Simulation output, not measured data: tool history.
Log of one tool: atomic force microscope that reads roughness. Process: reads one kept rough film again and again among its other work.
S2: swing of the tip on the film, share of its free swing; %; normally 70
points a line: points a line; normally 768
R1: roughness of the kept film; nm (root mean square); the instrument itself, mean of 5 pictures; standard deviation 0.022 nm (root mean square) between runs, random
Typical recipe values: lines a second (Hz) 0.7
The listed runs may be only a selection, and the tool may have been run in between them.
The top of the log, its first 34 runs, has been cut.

run 35 hour=948.5 | lines_a_second_(Hz)=2.442 S2=70 points_a_line=768 | R1=4.816
run 36 hour=979.9 | lines_a_second_(Hz)=3.137 S2=89 points_a_line=647 | R1=3.599
run 37 hour=1021.6 | lines_a_second_(Hz)=3.137 S2=89 points_a_line=647 | R1=3.601
-- hour=1042.9 new tip fitted
run 38 hour=1047.4 | lines_a_second_(Hz)=1.257 S2=66 points_a_line=768 | R1=5.268
run 39 hour=1086.1 | lines_a_second_(Hz)=0.661 S2=71 points_a_line=271 | R1=5.348
run 40 hour=1122.4 | lines_a_second_(Hz)=1.711 S2=58 points_a_line=363 | R1=5.304
run 41 hour=1160.7 | lines_a_second_(Hz)=1.711 S2=58 points_a_line=363 | R1=5.291
-- hour=1197.3 new tip fitted
run 42 hour=1197.6 | lines_a_second_(Hz)=0.805 S2=70 points_a_line=257 | R1=5.281
run 43 hour=1229.7 | lines_a_second_(Hz)=0.564 S2=75 points_a_line=396 | R1=5.292
run 44 hour=1262.4 | lines_a_second_(Hz)=0.564 S2=75 points_a_line=396 | R1=5.338
run 45 hour=1286.4 | lines_a_second_(Hz)=3.562 S2=80 points_a_line=521 | R1=3.924
run 46 hour=1317.1 | lines_a_second_(Hz)=2.492 S2=66 points_a_line=705 | R1=4.917
run 47 hour=1337.8 | lines_a_second_(Hz)=2.492 S2=68 points_a_line=822 | R1=4.859

Branching from run 47: 3 alternative next runs. What would each branch give?
-- hour=1351.5 new tip fitted
run A hour=1366.9 | lines_a_second_(Hz)=2.492 S2=68 points_a_line=261 | R1=?
-- hour=1351.5 new tip fitted
run B hour=1366.9 | lines_a_second_(Hz)=0.7 S2=56 points_a_line=768 | R1=?
-- hour=1351.5 new tip fitted
run C hour=1366.9 | lines_a_second_(Hz)=3.183 S2=58 points_a_line=796 | R1=?

run=A R1=4.826
run=B R1=5.506
run=C R1=5.085
Had the tool no hidden state, the same runs would have come out as:
run=A R1=4.826
run=B R1=5.505
run=C R1=5.085
